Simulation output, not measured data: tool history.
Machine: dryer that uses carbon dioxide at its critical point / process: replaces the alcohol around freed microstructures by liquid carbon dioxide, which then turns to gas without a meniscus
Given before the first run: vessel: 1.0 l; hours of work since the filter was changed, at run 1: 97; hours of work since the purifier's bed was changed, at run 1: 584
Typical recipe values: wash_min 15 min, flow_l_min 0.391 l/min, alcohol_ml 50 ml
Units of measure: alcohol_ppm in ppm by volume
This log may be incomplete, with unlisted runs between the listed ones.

run	day	wash_min	flow_l_min	alcohol_ml	hours of work since the filter was changed	hours of work since the purifier's bed was changed	alcohol_ppm
1	0.000	15	0.391	50	97	584	252
2	1.721	15	0.391	50	122	609	256
3	4.038	15	0.391	50	156	643	274
4	5.025	15	0.391	50	171	657	262
5	6.312	15	0.391	50	189	676	290
6	7.758	15	0.391	50	211	697	295
7	9.671	15	0.391	50	239	725	303
8	11.362	15	0.391	50	263	750	303
9	13.258	15	0.391	50	291	778	338
10	14.246	15	0.391	50	306	792	329
11	15.633	15	0.391	50	326	813	352
12	17.412	15	0.391	50	352	839	362
13	19.017	15	0.391	50	376	862	364
14	20.579	15	0.391	50	398	885	368
15	21.912	15	0.391	50	418	905	392
16	22.879	15	0.391	50	432	919	407
17	24.671	15	0.391	38	458	945	315
18	25.850	15	0.391	38	476	962	327
19	28.067	15	0.391	38	508	995	346
20	30.279	15	0.391	38	540	1027	361
21	31.775	15	0.391	38	562	1049	375
22	32.808	15	0.391	50	577	1064	500
# day 34.008: inlet filter changed
23	34.562	15	0.391	50	8	1089	239
24	35.804	15	0.391	50	26	1107	241
25	37.467	15	0.611	32	51	1132	34
26	38.675	12	0.369	34	68	1150	598
27	40.921	12	0.369	34	101	1182	609
28	43.067	12	0.369	34	133	1214	639
29	44.675	12	0.307	67	156	1237	2483
30	45.721	12	0.307	67	171	1253	2536
31	47.917	22	0.307	56	204	1285	184

What does the tool deliver on the next run?
32	49.558	12	0.307	21	228	1309	?

Run 32 gave alcohol_ppm 856 ppm by volume.
The same run, on a tool lacking any hidden state, would have yielded alcohol_ppm 665 ppm by volume.
